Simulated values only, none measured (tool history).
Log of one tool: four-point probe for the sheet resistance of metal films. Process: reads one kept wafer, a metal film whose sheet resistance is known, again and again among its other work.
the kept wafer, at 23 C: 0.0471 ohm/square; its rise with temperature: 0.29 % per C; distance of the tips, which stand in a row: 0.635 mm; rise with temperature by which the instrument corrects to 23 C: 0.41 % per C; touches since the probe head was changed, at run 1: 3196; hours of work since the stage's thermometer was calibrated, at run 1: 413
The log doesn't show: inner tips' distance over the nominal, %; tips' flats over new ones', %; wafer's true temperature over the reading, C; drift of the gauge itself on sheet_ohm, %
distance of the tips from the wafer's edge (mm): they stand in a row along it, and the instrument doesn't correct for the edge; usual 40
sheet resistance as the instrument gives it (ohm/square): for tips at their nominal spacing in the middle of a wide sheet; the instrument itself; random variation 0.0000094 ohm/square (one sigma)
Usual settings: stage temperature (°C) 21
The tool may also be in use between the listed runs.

run   hour  stage temperature (°C)  distance of the tips from the wafer's edge (mm)  touches since the probe head was changed  hours of work since the stage's thermometer was calibrated  sheet resistance as the instrument gives it (ohm/square)
  1    0.0                      21                                               40                                      3196                                                         413                                                  0.047018
  2   14.1                      21                                               40                                      3339                                                         420                                                  0.046987
  3   45.7                      21                                               40                                      3659                                                         436                                                  0.046995
  4   58.6                      21                                               40                                      3790                                                         443                                                  0.046994
  5   75.0                      21                                               40                                      3957                                                         451                                                  0.046980
  6   92.7                      21                                               40                                      4136                                                         460                                                  0.047006
  7  115.3                      21                                               40                                      4365                                                         471                                                  0.046986
  8  142.9                      21                                               40                                      4645                                                         484                                                  0.047001
  9  155.9                      21                                               34                                      4776                                                         491                                                  0.047008
 10  174.6                      21                                               40                                      4967                                                         500                                                  0.047005
 11  189.0                      21                                                4                                      5112                                                         507                                                  0.047607
 12  212.9                      21                                                4                                      5355                                                         519                                                  0.047615
 13  236.2                      20                                               40                                      5591                                                         531                                                  0.047046
 14  264.7                      20                                               40                                      5880                                                         545                                                  0.047057
 15  288.1                      20                                               40                                      6117                                                         557                                                  0.047046
 16  315.5                      31                                               54                                      6395                                                         570                                                  0.046415
 17  337.4                      28                                                3                                      6617                                                         581                                                  0.047675
 18  357.8                      28                                                3                                      6824                                                         591                                                  0.047678
 19  373.9                      26                                                8                                      6987                                                         599                                                  0.046858
 20  389.4                      26                                                8                                      7144                                                         607                                                  0.046853
 21  420.8                      26                                               21                                      7463                                                         623                                                  0.046729
 22  451.5                      26                                               21                                      7774                                                         638                                                  0.046723
 23  465.1                      25                                               11                                      7912                                                         645                                                  0.046831
 24  484.8                      18                                               14                                      8112                                                         655                                                  0.047201
 25  512.9                      24                                               30                                      8396                                                         669                                                  0.046815
 26  543.4                      22                                                8                                      8706                                                         684                                                  0.047077
 27  565.4                      31                                               28                                      8929                                                         695                                                  0.046420

3 ways to go on from here, each from the tool as it stands after run 27. What would each give?
  A  596.0                      25                                               22                                      9239                                                         710                                                         ?
  B  596.0                      34                                                9                                      9239                                                         710                                                         ?
  C  596.0                      29                                               21                                      9239                                                         710                                                         ?

run  sheet resistance as the instrument gives it (ohm/square)
  A                                                  0.046764
  B                                                  0.046389
  C                                                  0.046549
Without the tool's hidden state the same runs would have given:
run  sheet resistance as the instrument gives it (ohm/square)
  A                                                  0.047003
  B                                                  0.046625
  C                                                  0.046786
